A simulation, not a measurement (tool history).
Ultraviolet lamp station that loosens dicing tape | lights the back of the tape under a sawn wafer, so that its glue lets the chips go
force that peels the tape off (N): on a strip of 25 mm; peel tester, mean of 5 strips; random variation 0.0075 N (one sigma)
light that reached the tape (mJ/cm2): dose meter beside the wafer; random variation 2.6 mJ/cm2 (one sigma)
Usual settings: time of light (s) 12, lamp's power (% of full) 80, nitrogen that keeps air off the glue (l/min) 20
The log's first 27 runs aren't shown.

run    hour  time of light (s)  lamp's power (% of full)  nitrogen that keeps air off the glue (l/min)  hours of work of the lamp  hours of work since the window was cleaned  force that peels the tape off (N)  light that reached the tape (mJ/cm2)
 28  1404.3                 12                        69                                            32                        950                                         236                              0.273                                   274
 29  1465.3                 20                        69                                            13                        979                                         265                              0.196                                   458
 30  1514.9                  9                        96                                             8                       1003                                         289                              0.841                                   292
 31  1562.3                  9                        96                                             8                       1025                                         311                              0.863                                   283
     1571.2  -- window cleaned of glue's vapour
 32  1638.7                 14                        65                                            20                       1061                                          32                              0.322                                   301
 33  1694.7                 16                        80                                            30                       1088                                          59                              0.143                                   425
     1724.6  -- lamp changed
 34    1749                  8                        82                                             7                         12                                          84                              1.498                                   216
 35  1818.4                  6                        79                                             7                         45                                         117                              2.227                                   159
 36    1857                  8                        80                                            40                         63                                         135                              0.402                                   214
 37  1902.1                  8                        80                                            40                         84                                         156                              0.409                                   211
 38  1949.4                  8                        80                                            40                        107                                         179                              0.393                                   211

4 ways to go on from here, each from the tool as it stands after run 38. What would each give?
  A  2017.7                 23                        77                                            20                        139                                         211                                  ?                                     ?
  B  2017.7                 11                       100                                            40                        139                                         211                                  ?                                     ?
  C  2017.7                 15                        74                                            18                        139                                         211                                  ?                                     ?
  D  2017.7                 13                        80                                            20                        139                                         211                                  ?                                     ?

run  force that peels the tape off (N)  light that reached the tape (mJ/cm2)
  A                              0.119                                   596
  B                              0.148                                   368
  C                              0.223                                   374
  D                              0.241                                   347
Without the tool's hidden state the same runs would have given:
run  force that peels the tape off (N)  light that reached the tape (mJ/cm2)
  A                              0.119                                   597
  B                              0.148                                   368
  C                              0.222                                   375
  D                               0.24                                   348
